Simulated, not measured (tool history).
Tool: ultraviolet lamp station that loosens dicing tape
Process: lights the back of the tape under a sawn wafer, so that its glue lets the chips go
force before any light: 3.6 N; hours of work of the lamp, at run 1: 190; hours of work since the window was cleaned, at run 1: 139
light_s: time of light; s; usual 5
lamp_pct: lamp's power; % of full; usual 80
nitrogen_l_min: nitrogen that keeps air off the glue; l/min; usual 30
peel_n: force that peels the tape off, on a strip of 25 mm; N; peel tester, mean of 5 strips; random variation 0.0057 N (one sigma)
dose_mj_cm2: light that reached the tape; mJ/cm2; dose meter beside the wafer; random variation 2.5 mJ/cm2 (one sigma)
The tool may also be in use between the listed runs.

run	day	light_s	lamp_pct	nitrogen_l_min	hours of work of the lamp	hours of work since the window was cleaned	peel_n	dose_mj_cm2
1	0	5	80	30	190	139	0.168	255
2	2.204	5	80	30	220	169	0.178	249
3	4.267	5	80	30	247	196	0.191	246
# day 7.358: window cleaned of glue's vapour
4	7.646	8	80	30	292	4	0.109	399
5	10.667	8	80	30	333	44	0.114	388
6	13.788	5	80	30	374	86	0.188	233
7	16.133	5	80	30	406	118	0.209	225
8	18.921	5	80	30	443	155	0.222	218
9	20.679	5	80	30	467	178	0.225	215
10	23.071	5	80	48	499	210	0.172	207
# day 24.996: window cleaned of glue's vapour
11	25.958	5	75	48	537	13	0.194	203

Forecast run 12:
12	27.879	5	63	58	563	39	?	?

{"run 12": {"peel_n": 0.233, "dose_mj_cm2": 162}}
Without the tool's hidden state the same run would have given peel_n 0.135 N, dose_mj_cm2 228 mJ/cm2.
